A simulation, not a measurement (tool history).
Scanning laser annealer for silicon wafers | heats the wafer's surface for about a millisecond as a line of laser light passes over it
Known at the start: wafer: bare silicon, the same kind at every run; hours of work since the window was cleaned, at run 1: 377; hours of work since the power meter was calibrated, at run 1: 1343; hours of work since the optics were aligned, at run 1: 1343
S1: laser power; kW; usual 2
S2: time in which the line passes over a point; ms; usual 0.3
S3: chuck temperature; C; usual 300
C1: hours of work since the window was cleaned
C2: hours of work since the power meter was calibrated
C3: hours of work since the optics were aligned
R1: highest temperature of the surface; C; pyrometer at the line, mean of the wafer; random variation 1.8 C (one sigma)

run,day,S1,S2,S3,C1,C2,C3,R1
1,0,2,0.3,300,377,1343,1343,1021
2,1.633,2,0.3,300,393,1360,1360,1019
3,5.25,2,0.3,300,429,1396,1396,1018
4,8.221,1.938,0.3,300,459,1425,1425,989
5,10.383,1.938,0.3,300,480,1447,1447,991
6,14.367,2,0.3,300,520,1486,1486,1012
7,16.2,1.863,0.3,300,538,1505,1505,960
8,18.496,2.197,0.3,300,561,1528,1528,1082
# day 20.646: window over the wafer cleaned
9,21.175,2.197,0.3,300,5,1553,1553,1074
# day 21.675: optics aligned, line set to its width
10,24.362,2.197,0.3,300,35,1583,27,1081
11,26.496,2.197,0.3,300,56,1604,48,1076
12,29.708,2.197,0.3,300,88,1636,80,1079
13,32.717,2.197,0.3,300,118,1666,110,1073
14,36.675,2.079,0.3,300,158,1706,149,1029
# day 38.846: window over the wafer cleaned, once more
15,40.817,2.079,0.3,300,20,1746,190,1078
16,44.388,2.079,0.3,300,55,1782,225,1075
17,48.088,2,0.3,300,92,1819,262,1042
18,51.012,2,0.3,300,121,1848,291,1039
19,53.742,2,0.3,300,148,1875,319,1039
20,56.004,2,0.3,300,171,1897,341,1038
21,59.908,2,0.3,300,210,1936,380,1034
22,63.546,2,0.3,300,246,1973,416,1034
23,65.292,2,0.3,300,263,1990,434,1033
24,67.188,1.974,0.315,300,282,2009,453,1042
25,69.362,2.163,0.315,273,304,2031,474,1084
26,72.883,2,0.3,329,339,2066,509,1058
27,76.017,2,0.3,329,370,2097,541,1053
28,80.042,2.035,0.236,300,410,2137,581,943
29,82,2.035,0.236,300,430,2156,600,942
30,84.696,2.035,0.236,300,457,2183,627,939
31,87.208,2.035,0.236,300,482,2208,652,937
32,90.492,2.035,0.236,300,515,2241,685,941
33,94,2,0.218,281,549,2276,720,880
34,95.683,2,0.3,285,566,2293,736,996
# day 97.254: window over the wafer cleaned
35,98.55,1.97,0.248,330,13,2321,764,991
36,101.392,1.712,0.279,330,41,2349,793,937
37,103.704,1.912,0.351,299,64,2372,816,1075
38,107.021,1.912,0.351,299,97,2405,849,1067
39,109.088,1.912,0.257,299,118,2425,869,945
40,111.221,1.979,0.3,286,139,2447,890,1020
41,114.596,1.979,0.3,278,173,2480,924,1009
42,117.204,1.979,0.3,278,199,2506,950,1008

3 ways to go on from here, each from the tool as it stands after run 42. What would each give?
A,121.029,2,0.358,300,237,2544,988,?
B,121.029,2,0.345,300,237,2544,988,?
C,121.029,1.948,0.3,315,237,2544,988,?

run,R1
A,1110
B,1093
C,1029
Without the tool's hidden state the same runs would have given:
run,R1
A,1120
B,1103
C,1039
